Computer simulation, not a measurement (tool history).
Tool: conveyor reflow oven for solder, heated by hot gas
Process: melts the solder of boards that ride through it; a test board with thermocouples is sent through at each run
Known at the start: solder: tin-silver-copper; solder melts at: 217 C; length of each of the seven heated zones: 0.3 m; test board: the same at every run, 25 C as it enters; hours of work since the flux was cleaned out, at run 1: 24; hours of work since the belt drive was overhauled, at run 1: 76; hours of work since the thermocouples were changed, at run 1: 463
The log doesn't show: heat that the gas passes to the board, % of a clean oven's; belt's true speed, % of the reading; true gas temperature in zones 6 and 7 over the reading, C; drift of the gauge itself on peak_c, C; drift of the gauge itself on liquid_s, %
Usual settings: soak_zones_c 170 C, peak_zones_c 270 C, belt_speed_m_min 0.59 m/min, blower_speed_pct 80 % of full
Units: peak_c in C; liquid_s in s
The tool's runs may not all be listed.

run	hour	soak_zones_c	peak_zones_c	belt_speed_m_min	blower_speed_pct	hours of work since the flux was cleaned out	hours of work since the belt drive was overhauled	hours of work since the thermocouples were changed	peak_c	liquid_s
1	0	170	270	0.59	80	24	76	463	249.9	43.6
2	14.6	170	270	0.59	80	31	83	470	251.1	43
3	29.2	170	270	0.59	80	38	90	477	250.9	43.7
4	45.1	170	270	0.477	80	45	97	485	256.8	58.9
5	63.6	170	278	0.59	80	54	106	493	257.2	46.5
6	75.4	170	278	0.59	80	60	112	499	256.6	47
7	94.6	170	278	0.59	80	69	121	508	257.4	46.6
8	102.8	170	278	0.59	80	73	125	512	257.5	47.2
9	111.8	170	278	0.59	80	77	129	516	256.8	47.5
10	119.9	170	278	0.595	80	81	133	520	256.4	45.8
11	137.7	170	278	0.595	80	89	141	529	255.6	45.4
# hour 151.1: thermocouples of zones 6 and 7 changed
12	154.1	170	278	0.595	77	96	148	1	256.8	45.9
13	170.6	179	278	0.595	77	104	156	9	259	50.5
14	188.2	173	265	0.59	83	112	164	18	248.2	43.9
15	204	173	265	0.59	83	120	172	25	247.7	42.3
16	222.6	174	284	0.664	83	129	181	34	259.7	42.7
17	236.9	165	267	0.682	62	136	188	41	236.5	23.4
18	255.8	158	284	0.59	80	145	197	50	260	45.4
19	268.4	158	284	0.59	80	151	203	56	260.4	44.6
20	277.5	158	277	0.634	74	155	207	60	248.4	35.4
21	293.7	170	268	0.59	80	163	215	68	248.7	41.5

Forecast each of these 4 alternatives for the next run:
A	306.3	170	268	0.627	80	169	221	74	?	?
B	306.3	170	266	0.59	87	169	221	74	?	?
C	306.3	170	274	0.59	62	169	221	74	?	?
D	306.3	171	269	0.667	80	169	221	74	?	?

run	peak_c	liquid_s
A	246.7	38.2
B	248.7	41.8
C	248.5	40.5
D	244.7	35.3
Without the tool's hidden state the same runs would have given:
run	peak_c	liquid_s
A	249.1	40.1
B	251	43.5
C	250.7	42.2
D	247.3	37.3
